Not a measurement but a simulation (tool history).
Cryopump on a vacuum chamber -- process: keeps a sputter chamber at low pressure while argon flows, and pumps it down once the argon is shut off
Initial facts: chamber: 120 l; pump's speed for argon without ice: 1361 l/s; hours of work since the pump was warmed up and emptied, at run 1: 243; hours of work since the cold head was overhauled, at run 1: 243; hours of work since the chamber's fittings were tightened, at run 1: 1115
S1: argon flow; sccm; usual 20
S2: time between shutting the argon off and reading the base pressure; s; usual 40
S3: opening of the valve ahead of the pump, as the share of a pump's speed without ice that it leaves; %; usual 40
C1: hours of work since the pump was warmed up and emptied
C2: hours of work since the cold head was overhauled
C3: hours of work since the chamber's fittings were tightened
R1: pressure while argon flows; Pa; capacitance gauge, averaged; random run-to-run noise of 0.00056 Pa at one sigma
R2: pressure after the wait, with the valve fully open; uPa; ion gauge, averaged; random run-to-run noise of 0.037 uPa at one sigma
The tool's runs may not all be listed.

run   hour  S1   S2  S3   C1   C2    C3      R1    R2
  1      0  20   40  40  243  243  1115  0.0642  2.29
  2     11  20   40  40  249  249  1120  0.0641  2.25
  3   25.7  20   40  40  257  257  1128  0.0637  2.24
  4   36.9  20   40  40  263  263  1134  0.0645  2.18
  5   50.4  20   40  40  270  270  1141  0.0641  2.27
  6   62.4  20   26  40  277  277  1148  0.0635  3.34
  7   72.2  20   26  40  282  282  1153  0.0644  3.28
  8   82.1  20   40  40  287  287  1158  0.0634  2.27
  9   94.9  20   40  40  294  294  1165  0.0635  2.26
 10  108.5  20   40  40  301  301  1173   0.064   2.3
 11  125.2  20   40  40  310  310  1181  0.0647  2.27
 12  139.9   8   40  40  318  318  1189  0.0267  2.26
 13    147   8   40  40  322  322  1193  0.0262  2.37
 14  158.2  20   40  40  328  328  1199  0.0642  2.29
 15  165.8  20   40  40  332  332  1203  0.0643  2.23
 16  177.7  20  120  40  338  338  1210  0.0644  1.04
 17  186.3  20   33  40  343  343  1214   0.065  2.68
 18  200.6  20  182  40  351  351  1222   0.065  0.84
 19  214.9  20  182  40  358  358  1229  0.0647  0.83
 20  228.3  20  182  40  365  365  1237  0.0643  0.83
 21  238.4  10   40  40  371  371  1242  0.0319   2.4
 22  254.7   9   46  40  380  380  1251  0.0296  2.03
 23    265   9   46  40  385  385  1256  0.0297  2.02
 24    277   9   46  40  391  391  1263  0.0286  2.08
 25  286.8  15   26  28  397  397  1268  0.0688  3.39
 26  300.6  15  105  27  404  404  1275  0.0704  1.14
 27    315  21  245  27  412  412  1283  0.0991  0.75
 28  325.6  21  245  27  417  417  1289   0.099  0.73
 29  339.9  36   40  22  425  425  1296  0.2087  2.37
 30  347.8  36   40  22  429  429  1301  0.2094  2.28
 31  357.7  16   40  22  435  435  1306  0.0925  2.28
 32  373.8  10   40  38  443  443  1314  0.0337  2.35
 33  387.3  10   35  16  450  450  1322    0.08  2.61
 34  402.7  10   24  16  459  459  1330  0.0789  3.66
 35  411.7  20   37  26  464  464  1335     0.1  2.53

Predict each of these 3 candidate next runs independently; none follows another, all start after run 35:
  A   421   8   69  25  468  468  1340   ?   ?
  B   421  15   40  40  468  468  1340   ?   ?
  C   421  20  144  26  468  468  1340   ?   ?

run      R1    R2
  A  0.0408   1.5
  B  0.0482   2.3
  C  0.0986  0.96
With no hidden state in the tool, these same runs would have given:
run      R1    R2
  A  0.0395  1.29
  B  0.0457  2.09
  C  0.0953  0.74

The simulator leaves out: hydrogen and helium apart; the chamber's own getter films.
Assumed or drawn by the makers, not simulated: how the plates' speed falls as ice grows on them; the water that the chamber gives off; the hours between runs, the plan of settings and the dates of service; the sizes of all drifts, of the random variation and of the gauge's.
